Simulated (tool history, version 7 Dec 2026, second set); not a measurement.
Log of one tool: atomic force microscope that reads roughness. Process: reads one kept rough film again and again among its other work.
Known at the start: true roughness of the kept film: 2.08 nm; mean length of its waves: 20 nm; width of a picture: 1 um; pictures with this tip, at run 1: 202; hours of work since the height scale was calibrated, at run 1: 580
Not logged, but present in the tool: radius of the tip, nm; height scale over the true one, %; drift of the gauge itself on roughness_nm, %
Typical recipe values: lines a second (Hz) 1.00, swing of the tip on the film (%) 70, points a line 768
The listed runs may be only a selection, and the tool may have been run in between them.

run	day	lines a second (Hz)	swing of the tip on the film (%)	points a line	pictures with this tip	hours of work since the height scale was calibrated	roughness of the kept film (nm (root mean square))
1	0.000	1.00	70	768	202	580	1.438
2	0.696	1.00	70	768	234	592	1.396
3	1.458	1.00	70	768	269	605	1.387
# day 1.958: new tip fitted
4	2.542	1.00	70	768	26	623	1.633
5	3.333	1.00	70	276	63	636	1.553
6	3.992	1.00	70	276	93	647	1.515
7	5.112	0.60	70	768	145	666	1.532
8	5.608	0.60	70	768	167	675	1.507
9	6.583	1.00	70	768	212	691	1.440
10	7.442	1.00	70	768	252	706	1.419
# day 8.358: new tip fitted
11	8.558	1.00	70	768	9	724	1.656
12	9.421	1.00	70	768	49	739	1.605
13	10.221	1.00	70	731	86	752	1.565
14	11.392	1.00	70	326	139	772	1.486
15	12.458	1.00	70	768	188	790	1.474
16	13.000	1.00	70	768	213	799	1.449
17	14.117	1.00	70	768	265	818	1.399
# day 14.712: new tip fitted
18	15.192	1.00	70	768	22	836	1.650
19	16.338	1.00	70	768	75	855	1.604
20	17.079	1.00	70	768	109	868	1.544
# day 17.171: height scale calibrated on a step standard
21	17.846	1.00	70	768	142	11	1.533
22	18.858	1.00	61	851	189	29	1.520
23	19.854	0.95	70	260	234	45	1.401
24	20.475	0.73	59	768	263	56	1.441
# day 21.129: new tip fitted
25	21.167	1.00	55	446	2	67	1.702
26	21.975	1.62	70	574	39	81	1.588
27	22.917	0.64	63	306	82	97	1.601
28	23.908	0.64	63	306	128	113	1.551
# day 24.112: height scale calibrated on a step standard, once more
29	24.629	0.64	63	306	159	9	1.497
30	25.671	0.62	63	587	207	26	1.478
31	26.446	3.12	81	768	243	39	1.219
# day 27.554: new tip fitted
32	27.571	3.12	69	768	0	58	1.541
33	28.608	1.00	82	265	48	76	1.497
34	29.104	1.04	57	618	71	84	1.613
35	30.088	1.04	57	618	116	101	1.552
36	30.888	2.95	64	895	153	114	1.443
37	31.675	3.15	56	768	189	127	1.453
38	32.867	3.15	56	768	244	147	1.397
39	33.367	3.15	56	768	267	156	1.386
# day 33.888: new tip fitted
40	33.888	2.48	60	454	0	164	1.608
41	34.583	2.48	86	307	32	176	1.343

Subtracting, for every run, the result it would have given without the tool's unlogged condition from the measured result gives the following. The same run-to-run variation enters both numbers; the gauge's scatter may not:
run	roughness of the kept film (nm (root mean square))
1	-0.220
2	-0.244
3	-0.274
4	-0.030
5	-0.069
6	-0.101
7	-0.152
8	-0.172
9	-0.211
10	-0.244
11	-0.003
12	-0.047
13	-0.083
14	-0.128
15	-0.174
16	-0.200
17	-0.241
18	-0.017
19	-0.067
20	-0.102
21	-0.122
22	-0.170
23	-0.199
24	-0.234
25	+0.020
26	-0.021
27	-0.063
28	-0.106
29	-0.161
30	-0.209
31	-0.201
32	-0.004
33	-0.051
34	-0.081
35	-0.129
36	-0.156
37	-0.189
38	-0.228
39	-0.249
40	-0.013
41	-0.043
